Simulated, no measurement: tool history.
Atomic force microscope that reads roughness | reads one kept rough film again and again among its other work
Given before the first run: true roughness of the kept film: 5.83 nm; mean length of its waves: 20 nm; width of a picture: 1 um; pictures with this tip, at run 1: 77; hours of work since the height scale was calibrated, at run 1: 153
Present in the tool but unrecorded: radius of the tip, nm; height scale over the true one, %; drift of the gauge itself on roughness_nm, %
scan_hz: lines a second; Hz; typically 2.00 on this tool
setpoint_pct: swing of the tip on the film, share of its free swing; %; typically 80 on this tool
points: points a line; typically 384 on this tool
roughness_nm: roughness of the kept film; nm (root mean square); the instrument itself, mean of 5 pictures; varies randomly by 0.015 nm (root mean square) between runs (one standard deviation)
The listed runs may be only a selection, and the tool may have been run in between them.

run     day  scan_hz  setpoint_pct  points  pictures with this tip  hours of work since the height scale was calibrated  roughness_nm
  1   0.000     2.00            80     384                      77                                                  153         2.774
  2   1.354     2.00            80     558                     126                                                  177         2.489
  3   2.575     2.00            80     558                     171                                                  198         2.228
  4   4.229     2.00            67     384                     232                                                  227         2.106
      4.617  -- new tip fitted
  5   6.288     3.06            80     384                      61                                                  263         2.713
  6   7.283     2.00            80     384                      97                                                  280         2.683
  7   9.550     1.00            80     384                     180                                                  320         2.409
  8  11.046     1.00            80     384                     235                                                  346         2.162
     11.375  -- new tip fitted
  9  12.104     1.00            80     384                      26                                                  364         3.423
 10  14.133     1.00            80     384                     100                                                  400         2.777
 11  15.312     2.00            80     885                     144                                                  420         2.376
 12  16.912     2.00            58     885                     202                                                  448         2.363
     18.075  -- new tip fitted
 13  19.075     2.00            58     885                      37                                                  486         3.495
 14  20.362     2.00            58     885                      84                                                  508         3.011
 15  21.921     2.00            80     531                     141                                                  535         2.376
 16  23.442     2.00            80     531                     196                                                  562         2.109
     24.725  -- new tip fitted
 17  24.742     0.68            80     531                       0                                                  584         3.877
 18  25.912     2.00            80     384                      43                                                  605         3.055
 19  27.583     3.30            80     384                     104                                                  634         2.388
 20  28.750     3.30            80     384                     147                                                  655         2.163
 21  29.842     3.30            80     384                     187                                                  674         1.961
 22  30.875     2.00            80     384                     225                                                  692         2.010
     31.512  -- new tip fitted
 23  31.879     2.00            80     384                      14                                                  709         3.376
 24  33.479     2.00            80     384                      72                                                  737         2.815
 25  34.838     2.00            80     384                     122                                                  761         2.462
 26  36.083     2.00            80     384                     168                                                  782         2.266
 27  37.362     2.00            61     384                     214                                                  805         2.296
     38.212  -- new tip fitted
 28  38.742     2.52            56     986                      19                                                  829         3.642
 29  40.954     2.03            58     945                     100                                                  867         2.995
 30  43.317     3.20            74     431                     187                                                  909         2.107
 31  44.288     1.28            86     901                     222                                                  926         2.070
     44.912  -- new tip fitted
 32  45.862     1.20            57     292                      35                                                  953         3.507
 33  46.808     2.80            59     519                      70                                                  969         3.089
 34  48.354     2.67            84     484                     126                                                  996         2.277
 35  49.617     2.67            81     484                     173                                                 1019         2.135
     51.550  -- new tip fitted
 36  51.942     2.67            81     484                      14                                                 1059         3.203
 37  53.142     0.68            78     384                      58                                                 1080         3.271
 38  54.279     1.03            74     410                      99                                                 1100         2.890
 39  55.592     1.03            74     410                     147                                                 1123         2.607
 40  57.679     0.99            72     397                     224                                                 1159         2.211
     58.362  -- new tip fitted
 41  59.054     0.99            80     666                      25                                                 1183         3.529
 42  61.204     0.99            80     666                     104                                                 1221         2.860
 43  62.733     0.90            80     369                     160                                                 1247         2.478
 44  64.617     3.07            64     882                     229                                                 1280         2.139
     65.158  -- new tip fitted
 45  66.729     3.07            64     882                      58                                                 1317         3.117
 46  68.088     3.07            84     287                     107                                                 1341         2.255
 47  70.283     1.29            78     334                     188                                                 1379         2.268
 48  71.392     1.29            78     334                     228                                                 1398         2.100
     71.808  -- new tip fitted
 49  72.704     1.38            87     334                      33                                                 1421         3.150
 50  73.708     2.10            77     337                      69                                                 1439         2.896
 51  75.083     0.50            86     335                     120                                                 1463         2.783
 52  76.721     0.50            86     335                     180                                                 1491         2.426

Selected run-to-run steps in roughness_nm, each split into two signed amounts: the part the tool would show with no hidden state at all (from settings, incoming material and random variation), and the remainder, which goes to the hidden state together with any gauge scatter not common to the measured and the hidden-state-free results:
Run 16 -> 17: scan_hz 2.00 -> 0.68, new tip fitted. roughness_nm +1.768 nm (root mean square): hidden state +1.412, all else +0.356.
Run 22 -> 23: new tip fitted. roughness_nm +1.366 nm (root mean square): hidden state +1.352, all else +0.014.
Run 31 -> 32: scan_hz 1.28 -> 1.20, setpoint_pct 86 -> 57, points 901 -> 292, new tip fitted. roughness_nm +1.437 nm (root mean square): hidden state +1.124, all else +0.313.
Run 40 -> 41: setpoint_pct 72 -> 80, points 397 -> 666, new tip fitted. roughness_nm +1.318 nm (root mean square): hidden state +1.373, all else -0.055.
